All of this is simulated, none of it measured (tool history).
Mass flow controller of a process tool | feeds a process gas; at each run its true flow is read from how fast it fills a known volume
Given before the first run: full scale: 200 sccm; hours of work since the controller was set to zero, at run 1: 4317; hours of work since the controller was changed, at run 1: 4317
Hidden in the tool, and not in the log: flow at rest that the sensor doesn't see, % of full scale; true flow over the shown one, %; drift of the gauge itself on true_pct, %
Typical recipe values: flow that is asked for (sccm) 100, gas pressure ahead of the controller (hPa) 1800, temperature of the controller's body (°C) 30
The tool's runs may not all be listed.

| run | hour | flow that is asked for (sccm) | gas pressure ahead of the controller (hPa) | temperature of the controller's body (°C) | hours of work since the controller was set to zero | hours of work since the controller was changed | true flow (%) |
|---|---|---|---|---|---|---|---|
| 1 | 0 | 100 | 1800 | 30 | 4317 | 4317 | 99.29 |
| 2 | 112.8 | 167 | 1800 | 30 | 4380 | 4380 | 99.49 |
| 3 | 208.2 | 167 | 1800 | 27 | 4433 | 4433 | 99.36 |
| 4 | 353 | 167 | 1800 | 27 | 4514 | 4514 | 99.5 |
| 5 | 483.4 | 100 | 1800 | 30 | 4587 | 4587 | 99.41 |
| 6 | 610.4 | 100 | 1800 | 30 | 4658 | 4658 | 99.36 |
| 7 | 780.4 | 100 | 1800 | 30 | 4753 | 4753 | 99.29 |
| 8 | 877.7 | 28 | 1800 | 30 | 4807 | 4807 | 101.88 |
|  | 887.5 | controller's zero set anew |
| 9 | 973.8 | 100 | 1800 | 30 | 48 | 4860 | 100.02 |
| 10 | 1152.6 | 100 | 1800 | 30 | 148 | 4960 | 99.9 |
|  | 1171.1 | controller's zero set anew, once more |
| 11 | 1313.9 | 100 | 1800 | 30 | 80 | 5050 | 98.05 |
| 12 | 1498.7 | 100 | 1800 | 22 | 183 | 5153 | 97.76 |
| 13 | 1660.8 | 100 | 1800 | 22 | 273 | 5244 | 97.79 |
| 14 | 1839.1 | 100 | 1800 | 22 | 373 | 5343 | 97.76 |
| 15 | 1954.1 | 100 | 1800 | 22 | 437 | 5408 | 97.82 |
| 16 | 2075.4 | 100 | 1800 | 22 | 505 | 5475 | 97.68 |
| 17 | 2210.6 | 25 | 2190 | 29 | 581 | 5551 | 97.71 |
| 18 | 2391.1 | 26 | 1570 | 22 | 681 | 5652 | 97.74 |
| 19 | 2553.3 | 100 | 1910 | 30 | 772 | 5742 | 97.97 |
| 20 | 2711.2 | 27 | 1480 | 25 | 860 | 5830 | 98.03 |
| 21 | 2891.1 | 100 | 1760 | 29 | 961 | 5931 | 97.97 |
| 22 | 3058.4 | 100 | 1760 | 29 | 1054 | 6024 | 98.1 |
| 23 | 3185 | 100 | 1670 | 20 | 1125 | 6095 | 97.67 |
| 24 | 3293.6 | 100 | 1670 | 20 | 1185 | 6156 | 97.62 |
| 25 | 3436.1 | 96 | 1900 | 22 | 1265 | 6235 | 97.55 |
| 26 | 3550.1 | 112 | 1650 | 30 | 1329 | 6299 | 98.26 |
| 27 | 3664.3 | 150 | 1650 | 37 | 1392 | 6363 | 98.88 |

Predict each of these 4 candidate next runs independently; none follows another, all start after run 27:
| A | 3836.5 | 100 | 2240 | 34 | 1489 | 6459 | ? |
| B | 3836.5 | 42 | 2160 | 21 | 1489 | 6459 | ? |
| C | 3836.5 | 32 | 1710 | 22 | 1489 | 6459 | ? |
| D | 3836.5 | 20 | 1650 | 30 | 1489 | 6459 | ? |

| run | true flow (%) |
|---|---|
| A | 97.98 |
| B | 97.53 |
| C | 98.06 |
| D | 99.09 |
With the hidden condition removed and each run's random variation left untouched, the same runs would have given:
| run | true flow (%) |
|---|---|
| A | 99.39 |
| B | 98.41 |
| C | 98.65 |
| D | 98.97 |

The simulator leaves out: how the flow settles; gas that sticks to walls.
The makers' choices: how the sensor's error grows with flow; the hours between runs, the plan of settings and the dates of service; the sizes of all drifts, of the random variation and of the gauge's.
